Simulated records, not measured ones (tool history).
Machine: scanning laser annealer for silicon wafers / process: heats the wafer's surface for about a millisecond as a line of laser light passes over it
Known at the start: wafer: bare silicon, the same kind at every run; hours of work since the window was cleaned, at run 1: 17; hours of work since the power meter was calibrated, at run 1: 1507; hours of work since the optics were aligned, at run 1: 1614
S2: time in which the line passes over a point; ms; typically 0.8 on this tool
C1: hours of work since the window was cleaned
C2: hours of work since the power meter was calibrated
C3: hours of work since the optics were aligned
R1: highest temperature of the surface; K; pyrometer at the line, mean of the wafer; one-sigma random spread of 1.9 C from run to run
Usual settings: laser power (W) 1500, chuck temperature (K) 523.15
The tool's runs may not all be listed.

run 1 hour=0 | laser_power_(W)=1500 S2=0.8 chuck_temperature_(K)=523.15 | C1=17 C2=1507 C3=1614 | R1=1348.15
run 2 hour=64.5 | laser_power_(W)=1500 S2=0.8 chuck_temperature_(K)=523.15 | C1=56 C2=1546 C3=1653 | R1=1348.15
run 3 hour=97.9 | laser_power_(W)=1500 S2=0.8 chuck_temperature_(K)=523.15 | C1=76 C2=1566 C3=1673 | R1=1347.15
run 4 hour=144.3 | laser_power_(W)=1500 S2=0.8 chuck_temperature_(K)=523.15 | C1=104 C2=1594 C3=1701 | R1=1344.15
run 5 hour=198.5 | laser_power_(W)=1500 S2=0.8 chuck_temperature_(K)=523.15 | C1=136 C2=1627 C3=1734 | R1=1342.15
run 6 hour=242.4 | laser_power_(W)=1500 S2=0.8 chuck_temperature_(K)=523.15 | C1=163 C2=1653 C3=1760 | R1=1341.15
-- hour=248.9 laser's power meter calibrated
run 7 hour=286.4 | laser_power_(W)=1500 S2=0.8 chuck_temperature_(K)=523.15 | C1=187 C2=23 C3=1785 | R1=1343.15
-- hour=330 optics aligned, line set to its width
run 8 hour=344.2 | laser_power_(W)=1500 S2=0.933 chuck_temperature_(K)=523.15 | C1=219 C2=54 C3=9 | R1=1437.15
run 9 hour=378.1 | laser_power_(W)=1577 S2=0.882 chuck_temperature_(K)=489.15 | C1=239 C2=75 C3=29 | R1=1426.15
run 10 hour=432 | laser_power_(W)=1577 S2=0.882 chuck_temperature_(K)=489.15 | C1=272 C2=107 C3=61 | R1=1423.15
-- hour=496.9 laser's power meter calibrated, once more
run 11 hour=499.2 | laser_power_(W)=1577 S2=0.882 chuck_temperature_(K)=489.15 | C1=310 C2=1 C3=100 | R1=1407.15
run 12 hour=527.5 | laser_power_(W)=1500 S2=0.986 chuck_temperature_(K)=523.15 | C1=327 C2=18 C3=117 | R1=1439.15
run 13 hour=593.3 | laser_power_(W)=1500 S2=0.986 chuck_temperature_(K)=523.15 | C1=367 C2=58 C3=156 | R1=1439.15

Alternative continuations, all from the tool just after run 13; predict every row:
run A hour=643 | laser_power_(W)=1608 S2=0.8 chuck_temperature_(K)=488.15 | C1=397 C2=88 C3=186 | R1=?
run B hour=643 | laser_power_(W)=1500 S2=0.8 chuck_temperature_(K)=492.15 | C1=397 C2=88 C3=186 | R1=?
run C hour=643 | laser_power_(W)=1635 S2=0.98 chuck_temperature_(K)=503.15 | C1=397 C2=88 C3=186 | R1=?
run D hour=643 | laser_power_(W)=1500 S2=0.656 chuck_temperature_(K)=510.15 | C1=397 C2=88 C3=186 | R1=?

run=A R1=1373.15
run=B R1=1308.15
run=C R1=1510.15
run=D R1=1243.15
Without the tool's unlogged condition, the same runs would have read:
run=A R1=1392.15
run=B R1=1325.15
run=C R1=1531.15
run=D R1=1259.15
